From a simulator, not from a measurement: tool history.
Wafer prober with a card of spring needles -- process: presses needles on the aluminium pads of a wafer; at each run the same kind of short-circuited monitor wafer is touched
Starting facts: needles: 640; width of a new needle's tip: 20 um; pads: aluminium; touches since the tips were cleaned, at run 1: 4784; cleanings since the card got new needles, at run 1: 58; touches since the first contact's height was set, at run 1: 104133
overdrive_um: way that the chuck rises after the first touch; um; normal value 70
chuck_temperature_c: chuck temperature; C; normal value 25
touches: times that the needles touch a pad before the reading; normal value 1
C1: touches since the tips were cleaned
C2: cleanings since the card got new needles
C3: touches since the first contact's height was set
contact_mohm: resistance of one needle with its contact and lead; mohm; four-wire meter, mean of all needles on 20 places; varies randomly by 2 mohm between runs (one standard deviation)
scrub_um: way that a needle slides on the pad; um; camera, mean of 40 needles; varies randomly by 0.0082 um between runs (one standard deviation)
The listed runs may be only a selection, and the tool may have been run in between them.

Run 1, hour 0: usual settings; C1 4784; C2 58; C3 104133. Result: contact_mohm 479 mohm, scrub_um 9.824 um.
At hour 7.9: tips cleaned on abrasive film.
At hour 24.7: tips cleaned on abrasive film.
At hour 42.7: tips cleaned on abrasive film.
Run 2, hour 43.9: usual settings; C1 663; C2 61; C3 128634. Result: contact_mohm 319 mohm, scrub_um 9.766 um.
At hour 61.1: tips cleaned on abrasive film.
At hour 76.8: height of the first contact set anew.
At hour 80.4: tips cleaned on abrasive film.
At hour 83.2: tips cleaned on abrasive film, once more.
Run 3, hour 84.7: usual settings but chuck_temperature_c 122 C; C1 853; C2 64; C3 4332. Result: contact_mohm 332 mohm, scrub_um 9.892 um.
At hour 100.9: tips cleaned on abrasive film.
Run 4, hour 104.4: usual settings but chuck_temperature_c 122 C; C1 2000; C2 65; C3 15365. Result: contact_mohm 411 mohm, scrub_um 9.9 um.
At hour 118.3: tips cleaned on abrasive film.
Run 5, hour 123.4: usual settings but chuck_temperature_c 122 C, touches 2; C1 2906; C2 66; C3 26000. Result: contact_mohm 362 mohm, scrub_um 9.883 um.
At hour 135.8: tips cleaned on abrasive film.
At hour 153.1: tips cleaned on abrasive film.
Run 6, hour 162.7: usual settings but overdrive_um 84 um; C1 5389; C2 68; C3 47968. Result: contact_mohm 418 mohm, scrub_um 11.846 um.
At hour 172.3: tips cleaned on abrasive film.
At hour 189.8: tips cleaned on abrasive film.
Run 7, hour 193.1: usual settings but chuck_temperature_c 34 C; C1 1850; C2 70; C3 64965. Result: contact_mohm 404 mohm, scrub_um 9.838 um.
At hour 207.7: tips cleaned on abrasive film.
At hour 224.8: tips cleaned on abrasive film.
Run 8, hour 231.6: usual settings but chuck_temperature_c 85 C; C1 3785; C2 72; C3 86476. Result: contact_mohm 468 mohm, scrub_um 9.819 um.
At hour 242.6: tips cleaned on abrasive film.
At hour 260.2: tips cleaned on abrasive film.
Run 9, hour 263.9: usual settings but chuck_temperature_c 85 C; C1 2080; C2 74; C3 104536. Result: contact_mohm 425 mohm, scrub_um 9.796 um.
At hour 276.8: tips cleaned on abrasive film.
Run 10, hour 291: usual settings but chuck_temperature_c 117 C; C1 7962; C2 75; C3 119720. Result: contact_mohm 508 mohm, scrub_um 9.783 um.
At hour 293.4: tips cleaned on abrasive film.
At hour 310: tips cleaned on abrasive film.
Run 11, hour 315: usual settings but chuck_temperature_c 117 C; C1 2831; C2 77; C3 133115. Result: contact_mohm 452 mohm, scrub_um 9.759 um.
At hour 328.7: tips cleaned on abrasive film.
At hour 342.6: height of the first contact set anew.
At hour 345.2: tips cleaned on abrasive film.
Run 12, hour 345.2: usual settings but chuck_temperature_c 117 C; C1 0; C2 79; C3 1427. Result: contact_mohm 247 mohm, scrub_um 9.908 um.
At hour 363.7: tips cleaned on abrasive film.
Run 13, hour 377.9: usual settings but chuck_temperature_c 117 C; C1 7977; C2 80; C3 19727. Result: contact_mohm 505 mohm, scrub_um 9.923 um.
At hour 381.3: tips cleaned on abrasive film.
At hour 398.6: tips cleaned on abrasive film.
Run 14, hour 408.7: usual settings; C1 5670; C2 82; C3 36947. Result: contact_mohm 525 mohm, scrub_um 9.89 um.
At hour 415.1: tips cleaned on abrasive film.
At hour 431.1: tips cleaned on abrasive film.
At hour 448.7: tips cleaned on abrasive film.
Run 15, hour 451.5: usual settings but chuck_temperature_c 78 C; C1 1621; C2 85; C3 60878. Result: contact_mohm 375 mohm, scrub_um 9.853 um.
At hour 465.3: tips cleaned on abrasive film.
Run 16, hour 480.7: usual settings but overdrive_um 72 um; C1 8645; C2 86; C3 77205. Result: contact_mohm 519 mohm, scrub_um 10.135 um.
At hour 482.6: tips cleaned on abrasive film.
At hour 501.1: tips cleaned on abrasive film.
Run 17, hour 506.5: usual settings but overdrive_um 55 um, touches 2; C1 3031; C2 88; C3 91635. Result: contact_mohm 453 mohm, scrub_um 7.703 um.
At hour 520.2: tips cleaned on abrasive film.
Run 18, hour 528.2: usual settings but overdrive_um 55 um, touches 2; C1 4493; C2 89; C3 103791. Result: contact_mohm 494 mohm, scrub_um 7.679 um.
At hour 538.6: tips cleaned on abrasive film.
Run 19, hour 553.7: usual settings but overdrive_um 78 um, touches 2; C1 8495; C2 90; C3 118075. Result: contact_mohm 373 mohm, scrub_um 10.925 um.
At hour 557.5: tips cleaned on abrasive film.
At hour 574.6: tips cleaned on abrasive film.
Run 20, hour 579.4: usual settings but overdrive_um 78 um, touches 2; C1 2733; C2 92; C3 132411. Result: contact_mohm 345 mohm, scrub_um 10.904 um.
At hour 591.4: tips cleaned on abrasive film.
At hour 607: height of the first contact set anew.
At hour 611: tips cleaned on abrasive film.
Run 21, hour 617: usual settings but overdrive_um 78 um, chuck_temperature_c 62 C, touches 2; C1 3392; C2 94; C3 5582. Result: contact_mohm 351 mohm, scrub_um 11.047 um.
At hour 626.9: tips cleaned on abrasive film.
At hour 643.9: tips cleaned on abrasive film.
Run 22, hour 651.8: usual settings but overdrive_um 78 um, chuck_temperature_c 62 C; C1 4497; C2 96; C3 25065. Result: contact_mohm 456 mohm, scrub_um 11.045 um.
At hour 660.6: tips cleaned on abrasive film.
At hour 678.8: tips cleaned on abrasive film.
Run 23, hour 682.8: usual settings but overdrive_um 79 um, chuck_temperature_c 90 C; C1 2259; C2 98; C3 42368. Result: contact_mohm 408 mohm, scrub_um 11.148 um.
At hour 695.4: tips cleaned on abrasive film.
At hour 712.6: tips cleaned on abrasive film.
Run 24, hour 719.2: usual settings but overdrive_um 79 um, chuck_temperature_c 90 C; C1 3741; C2 100; C3 62750. Result: contact_mohm 428 mohm, scrub_um 11.15 um.
At hour 731.2: tips cleaned on abrasive film.
At hour 747.2: tips cleaned on abrasive film.
Run 25, hour 761.1: usual settings but overdrive_um 79 um, chuck_temperature_c 90 C; C1 7809; C2 102; C3 86152. Result: contact_mohm 476 mohm, scrub_um 11.119 um.
At hour 763.4: tips cleaned on abrasive film.
At hour 779.7: tips cleaned on abrasive film.
Run 26, hour 795.3: usual settings; C1 8786; C2 104; C3 105313. Result: contact_mohm 553 mohm, scrub_um 9.816 um.
At hour 798.5: tips cleaned on abrasive film.
At hour 815.8: tips cleaned on abrasive film.
At hour 833: tips cleaned on abrasive film.
Run 27, hour 839.4: usual settings but overdrive_um 80 um, chuck_temperature_c 72 C, touches 2; C1 3593; C2 107; C3 129941. Result: contact_mohm 347 mohm, scrub_um 11.203 um.
At hour 850.1: tips cleaned on abrasive film.
At hour 867.9: tips cleaned on abrasive film.
At hour 870.8: height of the first contact set anew.
Run 28, hour 871: usual settings but overdrive_um 51 um, chuck_temperature_c 101 C; C1 1600; C2 109; C3 105. Result: contact_mohm 529 mohm, scrub_um 7.242 um.
At hour 886.8: tips cleaned on abrasive film.
At hour 903.1: tips cleaned on abrasive film.
Run 29, hour 914: usual settings but overdrive_um 78 um, chuck_temperature_c 59 C, touches 3; C1 6138; C2 111; C3 24160. Result: contact_mohm 309 mohm, scrub_um 11.053 um.

Selected run-to-run steps in contact_mohm, each split into two signed amounts: the part the tool would show with no hidden state at all (from settings, incoming material and random variation), and the remainder, which goes to the hidden state together with any gauge scatter not common to the measured and the hidden-state-free results:
The tool's hidden condition here consists of: debris on the tips, nm; way that the needles fall short of the set height, um; tips' diameter, um; drift of the gauge itself on contact_mohm, %; drift of the gauge itself on scrub_um, %.
Run 12 -> 13: tips cleaned on abrasive film. contact_mohm +258 mohm: hidden state +258, all else +0.
Run 26 -> 27: overdrive_um 70 -> 80, chuck_temperature_c 25 -> 72, touches 1 -> 2, tips cleaned on abrasive film, tips cleaned on abrasive film, tips cleaned on abrasive film. contact_mohm -206 mohm: hidden state -219, all else +13.
Run 28 -> 29: overdrive_um 51 -> 78, chuck_temperature_c 101 -> 59, touches 1 -> 3, tips cleaned on abrasive film, tips cleaned on abrasive film. contact_mohm -220 mohm: hidden state -202, all else -18.
